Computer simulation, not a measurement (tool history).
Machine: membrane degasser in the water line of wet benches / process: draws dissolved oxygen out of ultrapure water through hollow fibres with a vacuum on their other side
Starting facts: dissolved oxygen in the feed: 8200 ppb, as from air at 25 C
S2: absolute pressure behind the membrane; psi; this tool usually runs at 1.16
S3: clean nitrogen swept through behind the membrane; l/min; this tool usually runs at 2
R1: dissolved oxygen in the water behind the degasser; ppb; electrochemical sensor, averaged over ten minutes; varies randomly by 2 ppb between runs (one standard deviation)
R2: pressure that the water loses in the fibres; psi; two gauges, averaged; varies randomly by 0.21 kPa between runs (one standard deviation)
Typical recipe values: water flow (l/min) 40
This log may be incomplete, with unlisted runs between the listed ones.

Run 1, day 0: usual settings. Result: R1 215.2 ppb, R2 7.102 psi.
Run 2, day 14.454: usual settings. Result: R1 218.2 ppb, R2 7.078 psi.
Run 3, day 22.021: usual settings but water flow (l/min) 34. Result: R1 188.1 ppb, R2 6.013 psi.
Run 4, day 31.433: usual settings. Result: R1 217.7 ppb, R2 7.092 psi.
At day 36.125: vacuum gauge calibrated.
Run 5, day 45.562: usual settings. Result: R1 215.4 ppb, R2 7.113 psi.
Run 6, day 58.142: usual settings but S2 0.953 psi. Result: R1 158.4 ppb, R2 7.132 psi.
Run 7, day 66.312: usual settings but S2 0.953 psi. Result: R1 155.4 ppb, R2 7.098 psi.
Run 8, day 73.338: usual settings but water flow (l/min) 29. Result: R1 162.9 ppb, R2 5.179 psi.
Run 9, day 83.654: usual settings but S2 1.559 psi. Result: R1 333.3 ppb, R2 7.098 psi.
Run 10, day 94.796: usual settings but S2 1.559 psi. Result: R1 332.7 ppb, R2 7.087 psi.
Run 11, day 105.483: usual settings but water flow (l/min) 54. Result: R1 303.3 ppb, R2 9.596 psi.
Run 12, day 116.908: usual settings but water flow (l/min) 54. Result: R1 298.7 ppb, R2 9.581 psi.
Run 13, day 126.933: usual settings but water flow (l/min) 34. Result: R1 188.7 ppb, R2 6.077 psi.
Run 14, day 139.588: usual settings but water flow (l/min) 34. Result: R1 186 ppb, R2 6.003 psi.
Run 15, day 147.279: usual settings but water flow (l/min) 34. Result: R1 186.2 ppb, R2 6.064 psi.
Run 16, day 158.929: usual settings but water flow (l/min) 34. Result: R1 184.1 ppb, R2 6.065 psi.
Run 17, day 173.658: usual settings but water flow (l/min) 34. Result: R1 185.1 ppb, R2 6.058 psi.
Run 18, day 179.871: usual settings but water flow (l/min) 34. Result: R1 186.6 ppb, R2 6.074 psi.
Run 19, day 189.004: usual settings but S2 1.537 psi. Result: R1 323.7 ppb, R2 7.102 psi.
Run 20, day 202.071: usual settings but water flow (l/min) 37, S2 1.872 psi, S3 2.08 l/min. Result: R1 376.5 ppb, R2 6.573 psi.
At day 207.954: vacuum gauge calibrated.
Run 21, day 213.242: usual settings but water flow (l/min) 25, S3 1.21 l/min. Result: R1 219.6 ppb, R2 4.432 psi.
Run 22, day 228.217: usual settings but water flow (l/min) 50, S3 0.91 l/min. Result: R1 486.4 ppb, R2 8.92 psi.
Run 23, day 240.754: usual settings but water flow (l/min) 61, S2 0.969 psi, S3 0.81 l/min. Result: R1 473.5 ppb, R2 10.969 psi.
Run 24, day 254.721: usual settings but S2 2.603 psi, S3 0.86 l/min. Result: R1 1183.4 ppb, R2 7.143 psi.
Run 25, day 262.912: usual settings but S2 1.584 psi. Result: R1 341.3 ppb, R2 7.165 psi.
Run 26, day 275.104: usual settings but S2 1.584 psi. Result: R1 343.9 ppb, R2 7.095 psi.
Run 27, day 282.883: usual settings but S2 2.74 psi, S3 1.44 l/min. Result: R1 850.1 ppb, R2 7.129 psi.
Run 28, day 289.983: usual settings but water flow (l/min) 26, S2 0.898 psi, S3 1.66 l/min. Result: R1 106.7 ppb, R2 4.619 psi.
Run 29, day 302.1: usual settings but water flow (l/min) 51, S2 2.396 psi, S3 2.89 l/min. Result: R1 525.5 ppb, R2 9.097 psi.
Run 30, day 314.717: usual settings but water flow (l/min) 58, S2 1.009 psi, S3 0.81 l/min. Result: R1 481.8 ppb, R2 10.319 psi.
Run 31, day 321.083: usual settings but water flow (l/min) 42, S2 1.247 psi, S3 4.26 l/min. Result: R1 137.3 ppb, R2 7.48 psi.
Run 32, day 332.104: usual settings but water flow (l/min) 57, S2 1.247 psi, S3 4.26 l/min. Result: R1 202.7 ppb, R2 10.171 psi.

Here are 3 independent what-if runs from the current tool condition. What would each one return?
Run A, day 344.625: usual settings but water flow (l/min) 62, S2 0.805 psi, S3 4.26 l/min. Result: R1 ?, R2 ?.
Run B, day 344.625: usual settings but water flow (l/min) 57, S2 1.247 psi, S3 5.66 l/min. Result: R1 ?, R2 ?.
Run C, day 344.625: usual settings but water flow (l/min) 60, S2 1.247 psi, S3 4.44 l/min. Result: R1 ?, R2 ?.

run     R1      R2
  A  127.3  11.011
  B  164.5  10.221
  C  210.4  10.731
Stripped of hidden state, with their random variation kept, the same runs would have yielded:
run     R1      R2
  A    127  10.997
  B  164.2  10.206
  C    210  10.718

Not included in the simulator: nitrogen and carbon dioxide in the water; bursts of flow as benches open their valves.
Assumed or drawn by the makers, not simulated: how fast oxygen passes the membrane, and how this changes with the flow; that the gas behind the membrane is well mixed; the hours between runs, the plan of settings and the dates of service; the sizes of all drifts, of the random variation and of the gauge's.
